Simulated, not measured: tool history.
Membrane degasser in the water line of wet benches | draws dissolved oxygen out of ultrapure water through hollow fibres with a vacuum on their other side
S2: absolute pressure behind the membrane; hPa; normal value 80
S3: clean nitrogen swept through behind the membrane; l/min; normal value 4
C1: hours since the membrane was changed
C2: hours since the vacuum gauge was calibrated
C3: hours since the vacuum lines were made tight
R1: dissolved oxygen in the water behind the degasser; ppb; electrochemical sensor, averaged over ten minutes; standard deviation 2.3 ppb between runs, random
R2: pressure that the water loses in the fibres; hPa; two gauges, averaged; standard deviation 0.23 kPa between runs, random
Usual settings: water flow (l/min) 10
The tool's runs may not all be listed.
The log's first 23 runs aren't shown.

Run 24, hour 2101.3: usual settings but S3 2.92 l/min; C1 3857; C2 527; C3 2756. Result: R1 244.9 ppb, R2 596.3 hPa.
Run 25, hour 2188.4: usual settings but S3 2.92 l/min; C1 3944; C2 614; C3 2843. Result: R1 246.2 ppb, R2 601.4 hPa.
Run 26, hour 2267: usual settings but water flow (l/min) 14, S3 8.81 l/min; C1 4022; C2 692; C3 2921. Result: R1 466.9 ppb, R2 841.6 hPa.
Run 27, hour 2369.2: usual settings but S2 90.9 hPa; C1 4124; C2 795; C3 3023. Result: R1 235.6 ppb, R2 602.9 hPa.
Run 28, hour 2457.3: usual settings but S2 90.9 hPa; C1 4212; C2 883; C3 3111. Result: R1 237.7 ppb, R2 598.6 hPa.
Run 29, hour 2542.6: usual settings but water flow (l/min) 9, S2 82.5 hPa, S3 2.79 l/min; C1 4298; C2 968; C3 3197. Result: R1 187.5 ppb, R2 541 hPa.
Run 30, hour 2651.7: usual settings but water flow (l/min) 6, S2 50.3 hPa, S3 1.72 l/min; C1 4407; C2 1077; C3 3306. Result: R1 54.5 ppb, R2 359.8 hPa.
Run 31, hour 2738.1: usual settings but S2 50.3 hPa, S3 11.43 l/min; C1 4493; C2 1163; C3 3392. Result: R1 208.5 ppb, R2 599 hPa.

5 ways to go on from here, each from the tool as it stands after run 31. What would each give?
Run A, hour 2824.1: usual settings but water flow (l/min) 12, S2 196.5 hPa, S3 11.43 l/min; C1 4579; C2 1249; C3 3478. Result: R1 ?, R2 ?.
Run B, hour 2824.1: usual settings but water flow (l/min) 7, S2 185.9 hPa, S3 5.95 l/min; C1 4579; C2 1249; C3 3478. Result: R1 ?, R2 ?.
Run C, hour 2824.1: usual settings but water flow (l/min) 9, S2 53.7 hPa, S3 2.07 l/min; C1 4579; C2 1249; C3 3478. Result: R1 ?, R2 ?.
Run D, hour 2824.1: usual settings but water flow (l/min) 8, S2 100.9 hPa, S3 5.51 l/min; C1 4579; C2 1249; C3 3478. Result: R1 ?, R2 ?.
Run E, hour 2824.1: usual settings but water flow (l/min) 11, S2 50.3 hPa, S3 5.34 l/min; C1 4579; C2 1249; C3 3478. Result: R1 ?, R2 ?.

run     R1     R2
  A  361.9  728.5
  B  112.6  418.7
  C    174  543.3
  D  131.3  483.7
  E  269.8  657.3
What these runs would have given with no unlogged condition in the tool:
run     R1     R2
  A  361.4  715.9
  B  112.4  411.4
  C  173.6  533.9
  D    131  475.4
  E  269.3  645.9

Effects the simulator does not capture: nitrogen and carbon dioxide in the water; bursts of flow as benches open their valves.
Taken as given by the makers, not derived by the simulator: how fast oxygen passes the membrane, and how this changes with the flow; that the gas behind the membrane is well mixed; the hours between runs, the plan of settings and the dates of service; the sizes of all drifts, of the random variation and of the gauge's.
